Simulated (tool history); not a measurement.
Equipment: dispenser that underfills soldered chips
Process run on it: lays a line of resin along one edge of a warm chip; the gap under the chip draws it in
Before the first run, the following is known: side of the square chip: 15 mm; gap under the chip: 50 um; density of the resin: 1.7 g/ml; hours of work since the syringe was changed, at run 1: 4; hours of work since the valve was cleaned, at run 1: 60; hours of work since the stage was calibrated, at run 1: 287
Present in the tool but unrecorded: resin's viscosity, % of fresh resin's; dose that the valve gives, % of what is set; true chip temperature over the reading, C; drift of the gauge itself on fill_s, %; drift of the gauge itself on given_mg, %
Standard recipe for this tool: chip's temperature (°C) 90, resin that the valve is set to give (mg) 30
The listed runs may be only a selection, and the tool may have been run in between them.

run	hour	chip's temperature (°C)	resin that the valve is set to give (mg)	hours of work since the syringe was changed	hours of work since the valve was cleaned	hours of work since the stage was calibrated	time until the resin shows at the far edge (s)	resin that the valve gave (mg)
1	0	90	30	4	60	287	250.6	28.96
2	4.7	80	30	7	64	291	385.3	29.03
# hour 5.6: new syringe of resin
# hour 11.1: dispensing valve cleaned and set on the balance
3	16.9	75	30	7	4	299	456.3	29.84
# hour 18: new syringe of resin
4	26.8	75	30	6	11	306	431.1	29.74
# hour 28.7: new syringe of resin
5	37.6	75	30	7	19	313	440.4	29.59
# hour 39.7: new syringe of resin
6	43.4	75	30	3	23	318	370.8	29.67
# hour 50.9: new syringe of resin
7	51.4	75	30	0	29	323	345.4	29.52
8	58	75	30	5	33	328	421.1	29.49
# hour 62.2: new syringe of resin
9	66.1	75	30	3	39	334	377.9	29.5
10	72.1	77	30	7	43	338	418.6	29.36
# hour 73.3: new syringe of resin
11	79.5	82	34.8	5	49	343	328.7	33.9
# hour 84.2: new syringe of resin
12	86.7	87	25.8	2	54	348	254.7	25.16
# hour 95.3: new syringe of resin
13	97.9	88	36.1	2	62	356	243.1	34.87
14	102.8	98	35	5	65	360	212.6	33.84
# hour 106.7: new syringe of resin
# hour 107.7: dispensing valve cleaned and set on the balance
15	114.7	100	36.7	5	5	368	196.8	36.51

Some steps in time until the resin shows at the far edge (s), run to run, broken into two amounts with sign: the step expected even without the hidden condition (settings, incoming material, random variation), and the rest, left for the hidden condition together with whatever gauge scatter is not in both the measured and the hidden-condition-free result:
Run 1 -> 2: chip's temperature (°C) 90 -> 80. time until the resin shows at the far edge (s) +134.7: hidden state +67.2, all else +67.5.
Run 7 -> 8: no setting changed, nothing entered. time until the resin shows at the far edge (s) +75.7: hidden state +73.6, all else +2.1.

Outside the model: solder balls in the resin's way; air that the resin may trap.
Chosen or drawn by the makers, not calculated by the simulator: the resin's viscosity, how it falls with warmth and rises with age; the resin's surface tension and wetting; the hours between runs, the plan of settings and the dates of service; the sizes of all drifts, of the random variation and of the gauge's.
